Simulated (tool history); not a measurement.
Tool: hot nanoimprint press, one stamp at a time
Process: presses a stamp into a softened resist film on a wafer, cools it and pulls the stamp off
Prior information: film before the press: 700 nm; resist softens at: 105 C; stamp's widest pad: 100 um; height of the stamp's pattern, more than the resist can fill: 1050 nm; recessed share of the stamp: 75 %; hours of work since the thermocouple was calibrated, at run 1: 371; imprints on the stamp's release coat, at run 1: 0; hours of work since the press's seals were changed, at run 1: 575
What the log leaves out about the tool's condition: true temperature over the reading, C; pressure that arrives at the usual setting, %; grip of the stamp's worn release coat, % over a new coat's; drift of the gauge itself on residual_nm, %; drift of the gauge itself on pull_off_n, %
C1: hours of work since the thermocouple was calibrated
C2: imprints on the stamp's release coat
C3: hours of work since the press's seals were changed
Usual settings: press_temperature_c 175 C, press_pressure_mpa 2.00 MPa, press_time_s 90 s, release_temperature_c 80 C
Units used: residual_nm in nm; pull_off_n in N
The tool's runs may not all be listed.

run 1 hour=0.0 | press_temperature_c=175 press_pressure_mpa=2.00 press_time_s=90 release_temperature_c=80 | C1=371 C2=0 C3=575 | residual_nm=317.2 pull_off_n=203
run 2 hour=60.3 | press_temperature_c=175 press_pressure_mpa=2.00 press_time_s=90 release_temperature_c=80 | C1=400 C2=232 C3=604 | residual_nm=318.9 pull_off_n=213
-- hour=83.6 plate thermocouple calibrated
-- hour=97.5 press's hydraulic seals changed and the load cell set to zero
run 3 hour=129.1 | press_temperature_c=175 press_pressure_mpa=2.00 press_time_s=90 release_temperature_c=80 | C1=18 C2=454 C3=15 | residual_nm=293.9 pull_off_n=209
run 4 hour=185.4 | press_temperature_c=183 press_pressure_mpa=2.00 press_time_s=90 release_temperature_c=80 | C1=45 C2=670 C3=43 | residual_nm=209.0 pull_off_n=221
run 5 hour=235.2 | press_temperature_c=183 press_pressure_mpa=2.00 press_time_s=90 release_temperature_c=80 | C1=70 C2=861 C3=67 | residual_nm=210.3 pull_off_n=226
run 6 hour=272.4 | press_temperature_c=183 press_pressure_mpa=2.00 press_time_s=90 release_temperature_c=80 | C1=88 C2=1004 C3=85 | residual_nm=210.3 pull_off_n=227
run 7 hour=339.4 | press_temperature_c=183 press_pressure_mpa=2.00 press_time_s=90 release_temperature_c=80 | C1=120 C2=1261 C3=117 | residual_nm=211.4 pull_off_n=238
run 8 hour=366.6 | press_temperature_c=183 press_pressure_mpa=2.00 press_time_s=90 release_temperature_c=80 | C1=133 C2=1365 C3=130 | residual_nm=212.6 pull_off_n=235
-- hour=388.1 stamp cleaned and given a new release coat
run 9 hour=424.4 | press_temperature_c=168 press_pressure_mpa=2.00 press_time_s=90 release_temperature_c=80 | C1=158 C2=139 C3=155 | residual_nm=402.5 pull_off_n=203
run 10 hour=461.0 | press_temperature_c=168 press_pressure_mpa=2.00 press_time_s=90 release_temperature_c=80 | C1=176 C2=279 C3=173 | residual_nm=402.3 pull_off_n=213
run 11 hour=488.1 | press_temperature_c=168 press_pressure_mpa=2.00 press_time_s=90 release_temperature_c=80 | C1=189 C2=384 C3=186 | residual_nm=402.3 pull_off_n=213
run 12 hour=554.7 | press_temperature_c=165 press_pressure_mpa=2.00 press_time_s=90 release_temperature_c=80 | C1=221 C2=639 C3=218 | residual_nm=452.3 pull_off_n=223
run 13 hour=597.3 | press_temperature_c=165 press_pressure_mpa=1.97 press_time_s=90 release_temperature_c=80 | C1=242 C2=803 C3=239 | residual_nm=455.7 pull_off_n=224
run 14 hour=653.9 | press_temperature_c=175 press_pressure_mpa=2.00 press_time_s=179 release_temperature_c=80 | C1=269 C2=1020 C3=266 | residual_nm=227.0 pull_off_n=231
run 15 hour=693.0 | press_temperature_c=175 press_pressure_mpa=2.00 press_time_s=179 release_temperature_c=80 | C1=288 C2=1170 C3=285 | residual_nm=228.7 pull_off_n=231
run 16 hour=740.0 | press_temperature_c=175 press_pressure_mpa=2.00 press_time_s=179 release_temperature_c=80 | C1=311 C2=1350 C3=308 | residual_nm=228.9 pull_off_n=240
-- hour=764.5 stamp cleaned and given a new release coat
run 17 hour=799.8 | press_temperature_c=175 press_pressure_mpa=2.62 press_time_s=90 release_temperature_c=76 | C1=337 C2=136 C3=334 | residual_nm=275.3 pull_off_n=222
run 18 hour=865.3 | press_temperature_c=175 press_pressure_mpa=2.87 press_time_s=90 release_temperature_c=76 | C1=369 C2=387 C3=366 | residual_nm=264.9 pull_off_n=234
run 19 hour=913.6 | press_temperature_c=186 press_pressure_mpa=2.54 press_time_s=63 release_temperature_c=79 | C1=392 C2=573 C3=389 | residual_nm=206.4 pull_off_n=223
run 20 hour=941.8 | press_temperature_c=186 press_pressure_mpa=2.54 press_time_s=63 release_temperature_c=79 | C1=406 C2=681 C3=403 | residual_nm=205.1 pull_off_n=225
-- hour=950.7 plate thermocouple calibrated
run 21 hour=996.6 | press_temperature_c=186 press_pressure_mpa=2.54 press_time_s=63 release_temperature_c=79 | C1=22 C2=880 C3=428 | residual_nm=200.2 pull_off_n=229
run 22 hour=1047.6 | press_temperature_c=186 press_pressure_mpa=2.54 press_time_s=63 release_temperature_c=79 | C1=47 C2=1075 C3=453 | residual_nm=200.5 pull_off_n=233
run 23 hour=1103.5 | press_temperature_c=175 press_pressure_mpa=2.15 press_time_s=83 release_temperature_c=80 | C1=74 C2=1290 C3=480 | residual_nm=305.5 pull_off_n=239
-- hour=1144.1 stamp cleaned and given a new release coat
run 24 hour=1173.4 | press_temperature_c=175 press_pressure_mpa=1.48 press_time_s=117 release_temperature_c=80 | C1=105 C2=112 C3=511 | residual_nm=309.7 pull_off_n=208
run 25 hour=1217.9 | press_temperature_c=175 press_pressure_mpa=1.48 press_time_s=117 release_temperature_c=80 | C1=126 C2=283 C3=532 | residual_nm=313.7 pull_off_n=212
run 26 hour=1274.9 | press_temperature_c=173 press_pressure_mpa=2.33 press_time_s=67 release_temperature_c=71 | C1=154 C2=502 C3=560 | residual_nm=353.9 pull_off_n=249
run 27 hour=1311.1 | press_temperature_c=175 press_pressure_mpa=1.56 press_time_s=90 release_temperature_c=80 | C1=172 C2=641 C3=577 | residual_nm=339.3 pull_off_n=221
run 28 hour=1353.9 | press_temperature_c=178 press_pressure_mpa=1.92 press_time_s=125 release_temperature_c=66 | C1=192 C2=805 C3=598 | residual_nm=242.0 pull_off_n=280
-- hour=1401.4 press's hydraulic seals changed and the load cell set to zero
run 29 hour=1426.5 | press_temperature_c=175 press_pressure_mpa=2.00 press_time_s=124 release_temperature_c=67 | C1=224 C2=1053 C3=12 | residual_nm=268.7 pull_off_n=279
run 30 hour=1462.2 | press_temperature_c=175 press_pressure_mpa=2.00 press_time_s=124 release_temperature_c=67 | C1=241 C2=1190 C3=29 | residual_nm=267.1 pull_off_n=291

Below, some changes in residual_nm between adjacent runs. For each, the amount present without the hidden state too (settings, incoming material, random variation) and the amount remaining for the hidden state with gauge scatter not shared by both compared results:
Run 2 -> 3: plate thermocouple calibrated, press's hydraulic seals changed and the load cell set to zero. residual_nm -25.0 nm: hidden state -24.2, all else -0.8.
Run 8 -> 9: press_temperature_c 183 -> 168, stamp cleaned and given a new release coat. residual_nm +189.9 nm: hidden state +2.7, all else +187.2.
Run 13 -> 14: press_temperature_c 165 -> 175, press_pressure_mpa 1.97 -> 2.00, press_time_s 90 -> 179. residual_nm -228.7 nm: hidden state -2.1, all else -226.6.
Run 20 -> 21: plate thermocouple calibrated. residual_nm -4.9 nm: hidden state -5.4, all else +0.5.
Run 22 -> 23: press_temperature_c 186 -> 175, press_pressure_mpa 2.54 -> 2.15, press_time_s 63 -> 83, release_temperature_c 79 -> 80. residual_nm +105.0 nm: hidden state +2.9, all else +102.1.
Run 25 -> 26: press_temperature_c 175 -> 173, press_pressure_mpa 1.48 -> 2.33, press_time_s 117 -> 67, release_temperature_c 80 -> 71. residual_nm +40.2 nm: hidden state +4.8, all else +35.4.
